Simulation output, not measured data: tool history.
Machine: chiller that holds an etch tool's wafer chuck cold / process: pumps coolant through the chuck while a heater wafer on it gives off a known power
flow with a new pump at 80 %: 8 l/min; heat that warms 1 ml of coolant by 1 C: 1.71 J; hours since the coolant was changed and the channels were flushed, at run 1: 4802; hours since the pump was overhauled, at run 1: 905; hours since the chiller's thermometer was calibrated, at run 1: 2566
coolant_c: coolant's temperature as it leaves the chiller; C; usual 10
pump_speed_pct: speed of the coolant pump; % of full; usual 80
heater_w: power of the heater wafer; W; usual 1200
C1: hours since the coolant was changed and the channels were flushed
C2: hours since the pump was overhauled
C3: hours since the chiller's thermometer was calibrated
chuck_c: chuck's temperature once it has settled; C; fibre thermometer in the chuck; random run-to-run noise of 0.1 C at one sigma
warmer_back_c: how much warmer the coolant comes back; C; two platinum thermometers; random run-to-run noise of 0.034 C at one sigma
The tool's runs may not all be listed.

run 1 hour=0 | coolant_c=10 pump_speed_pct=80 heater_w=1200 | C1=4802 C2=905 C3=2566 | chuck_c=21.1 warmer_back_c=5.25
run 2 hour=54.6 | coolant_c=10 pump_speed_pct=67 heater_w=1200 | C1=4857 C2=959 C3=2620 | chuck_c=22.7 warmer_back_c=6.41
run 3 hour=98.7 | coolant_c=10 pump_speed_pct=80 heater_w=961 | C1=4901 C2=1003 C3=2664 | chuck_c=19 warmer_back_c=4.31
run 4 hour=130.8 | coolant_c=10 pump_speed_pct=80 heater_w=961 | C1=4933 C2=1035 C3=2697 | chuck_c=18.8 warmer_back_c=4.29
run 5 hour=186.3 | coolant_c=7 pump_speed_pct=80 heater_w=961 | C1=4988 C2=1091 C3=2752 | chuck_c=16 warmer_back_c=4.27
run 6 hour=237.8 | coolant_c=10 pump_speed_pct=73 heater_w=1200 | C1=5040 C2=1142 C3=2804 | chuck_c=22 warmer_back_c=5.88
run 7 hour=274 | coolant_c=10 pump_speed_pct=73 heater_w=1200 | C1=5076 C2=1179 C3=2840 | chuck_c=21.9 warmer_back_c=5.95
run 8 hour=331.4 | coolant_c=10 pump_speed_pct=73 heater_w=1200 | C1=5133 C2=1236 C3=2897 | chuck_c=21.9 warmer_back_c=5.9
run 9 hour=362.2 | coolant_c=10 pump_speed_pct=73 heater_w=1200 | C1=5164 C2=1267 C3=2928 | chuck_c=21.8 warmer_back_c=5.95
run 10 hour=395.4 | coolant_c=10 pump_speed_pct=80 heater_w=1200 | C1=5197 C2=1300 C3=2961 | chuck_c=21.1 warmer_back_c=5.44
run 11 hour=431.6 | coolant_c=10 pump_speed_pct=83 heater_w=1200 | C1=5234 C2=1336 C3=2997 | chuck_c=20.9 warmer_back_c=5.19
run 12 hour=470.8 | coolant_c=10 pump_speed_pct=83 heater_w=1200 | C1=5273 C2=1376 C3=3037 | chuck_c=20.9 warmer_back_c=5.23
run 13 hour=501.8 | coolant_c=10 pump_speed_pct=83 heater_w=1200 | C1=5304 C2=1406 C3=3068 | chuck_c=20.9 warmer_back_c=5.3
run 14 hour=529.7 | coolant_c=10 pump_speed_pct=83 heater_w=1200 | C1=5332 C2=1434 C3=3096 | chuck_c=21 warmer_back_c=5.27
run 15 hour=593.8 | coolant_c=17 pump_speed_pct=80 heater_w=1200 | C1=5396 C2=1498 C3=3160 | chuck_c=28.4 warmer_back_c=5.52
run 16 hour=623.2 | coolant_c=17 pump_speed_pct=80 heater_w=1200 | C1=5425 C2=1528 C3=3189 | chuck_c=28 warmer_back_c=5.5
run 17 hour=686.2 | coolant_c=11 pump_speed_pct=80 heater_w=1200 | C1=5488 C2=1591 C3=3252 | chuck_c=22.1 warmer_back_c=5.53
run 18 hour=732.9 | coolant_c=11 pump_speed_pct=80 heater_w=1200 | C1=5535 C2=1638 C3=3299 | chuck_c=22.1 warmer_back_c=5.57
run 19 hour=798.6 | coolant_c=11 pump_speed_pct=80 heater_w=1200 | C1=5601 C2=1703 C3=3364 | chuck_c=22.2 warmer_back_c=5.56
-- hour=828.1 chiller's thermometer calibrated
run 20 hour=835.2 | coolant_c=4 pump_speed_pct=67 heater_w=624 | C1=5636 C2=1739 C3=7 | chuck_c=10.7 warmer_back_c=3.6
run 21 hour=875.7 | coolant_c=4 pump_speed_pct=62 heater_w=624 | C1=5677 C2=1779 C3=48 | chuck_c=11 warmer_back_c=3.95
-- hour=906.8 gauge calibrated
run 22 hour=930.8 | coolant_c=4 pump_speed_pct=62 heater_w=624 | C1=5732 C2=1834 C3=103 | chuck_c=10.9 warmer_back_c=3.6
run 23 hour=969.3 | coolant_c=6 pump_speed_pct=96 heater_w=1281 | C1=5770 C2=1873 C3=141 | chuck_c=16.5 warmer_back_c=4.61
run 24 hour=1022.5 | coolant_c=11 pump_speed_pct=80 heater_w=1033 | C1=5823 C2=1926 C3=194 | chuck_c=20.7 warmer_back_c=4.64
run 25 hour=1086 | coolant_c=13 pump_speed_pct=76 heater_w=999 | C1=5887 C2=1990 C3=258 | chuck_c=22.7 warmer_back_c=4.72
run 26 hour=1142 | coolant_c=13 pump_speed_pct=76 heater_w=999 | C1=5943 C2=2046 C3=314 | chuck_c=22.6 warmer_back_c=4.73
run 27 hour=1189.1 | coolant_c=14 pump_speed_pct=90 heater_w=1200 | C1=5990 C2=2093 C3=361 | chuck_c=24.5 warmer_back_c=4.7
run 28 hour=1225.7 | coolant_c=14 pump_speed_pct=90 heater_w=1200 | C1=6027 C2=2129 C3=398 | chuck_c=24.4 warmer_back_c=4.77
run 29 hour=1255.8 | coolant_c=14 pump_speed_pct=90 heater_w=1200 | C1=6057 C2=2159 C3=428 | chuck_c=24.4 warmer_back_c=4.76
run 30 hour=1311.1 | coolant_c=19 pump_speed_pct=81 heater_w=1077 | C1=6112 C2=2215 C3=483 | chuck_c=28.9 warmer_back_c=4.84
run 31 hour=1367.5 | coolant_c=10 pump_speed_pct=81 heater_w=1077 | C1=6169 C2=2271 C3=539 | chuck_c=19.9 warmer_back_c=4.88
run 32 hour=1423.5 | coolant_c=10 pump_speed_pct=81 heater_w=1077 | C1=6224 C2=2327 C3=595 | chuck_c=20.2 warmer_back_c=4.86
run 33 hour=1474.7 | coolant_c=7 pump_speed_pct=86 heater_w=633 | C1=6276 C2=2378 C3=647 | chuck_c=12.8 warmer_back_c=2.79

Predict each of these 3 candidate next runs independently; none follows another, all start after run 33:
run A hour=1524 | coolant_c=5 pump_speed_pct=86 heater_w=1556 | C1=6325 C2=2428 C3=696 | chuck_c=? warmer_back_c=?
run B hour=1524 | coolant_c=7 pump_speed_pct=86 heater_w=657 | C1=6325 C2=2428 C3=696 | chuck_c=? warmer_back_c=?
run C hour=1524 | coolant_c=15 pump_speed_pct=80 heater_w=671 | C1=6325 C2=2428 C3=696 | chuck_c=? warmer_back_c=?

run=A chuck_c=18.8 warmer_back_c=6.6
run=B chuck_c=12.8 warmer_back_c=2.9
run=C chuck_c=21.2 warmer_back_c=3.2
With the hidden condition removed and each run's random variation left untouched, the same runs would have given:
run=A chuck_c=18.8 warmer_back_c=6.35
run=B chuck_c=12.8 warmer_back_c=2.65
run=C chuck_c=21.2 warmer_back_c=2.95
